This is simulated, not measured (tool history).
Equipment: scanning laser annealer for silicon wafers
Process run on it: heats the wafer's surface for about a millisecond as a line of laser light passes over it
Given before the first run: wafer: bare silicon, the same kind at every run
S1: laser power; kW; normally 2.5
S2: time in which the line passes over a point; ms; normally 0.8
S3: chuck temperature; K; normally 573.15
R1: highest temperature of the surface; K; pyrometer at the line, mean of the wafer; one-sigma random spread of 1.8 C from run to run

run	hour	S1	S2	S3	R1
1	0	2.5	0.8	573.15	1265.15
2	26.1	2.568	0.8	573.15	1285.15
3	38	2.568	0.8	573.15	1286.15
4	65.1	2.568	0.8	573.15	1283.15
5	83	2.5	0.8	550.15	1244.15
6	99.6	2.5	0.8	557.15	1247.15
7	113.4	2.5	0.8	557.15	1245.15
8	125.5	2.5	0.8	557.15	1244.15
9	148.7	2.5	0.8	557.15	1243.15
10	169.6	2.5	0.8	557.15	1243.15
11	183.4	2.359	0.8	573.15	1212.15
12	209	2.359	0.8	573.15	1211.15
# hour 213.2: window over the wafer cleaned
13	232.3	2.359	0.8	573.15	1205.15
14	250.3	2.359	0.8	573.15	1208.15
15	275.9	2.359	0.8	573.15	1207.15
16	299	2.5	0.8	573.15	1254.15
17	322.8	2.54	0.888	573.15	1310.15
18	334.9	2.511	0.773	573.15	1240.15
# hour 343.8: window over the wafer cleaned, once more
19	348.3	2.72	0.8	573.15	1347.15
20	372	2.71	0.671	570.15	1257.15
21	391.1	2.126	0.677	573.15	1093.15
22	418	2.5	0.8	533.15	1228.15
23	437.9	2.5	0.8	533.15	1224.15
24	452.7	2.732	0.682	573.15	1270.15
25	479.4	2.732	0.682	573.15	1272.15
26	494.3	2.5	0.603	602.15	1185.15
27	506.1	2.688	0.8	538.15	1291.15
28	526.5	2.148	0.8	566.15	1141.15
# hour 548.4: optics aligned, line set to its width
29	559.1	2.5	0.8	598.15	1302.15
30	582.8	2.5	0.8	602.15	1308.15
31	609.7	2.5	0.8	602.15	1306.15

What if the next run were any one of these 4? Each begins from the tool's condition after run 31:
A	630.6	2.219	0.8	577.15	?
B	630.6	2.171	0.845	611.15	?
C	630.6	2.596	0.66	573.15	?
D	630.6	2.595	0.567	534.15	?

run	R1
A	1184.15
B	1221.15
C	1226.15
D	1132.15
Had the tool no hidden state, the same runs would have come out as:
run	R1
A	1193.15
B	1230.15
C	1236.15
D	1141.15
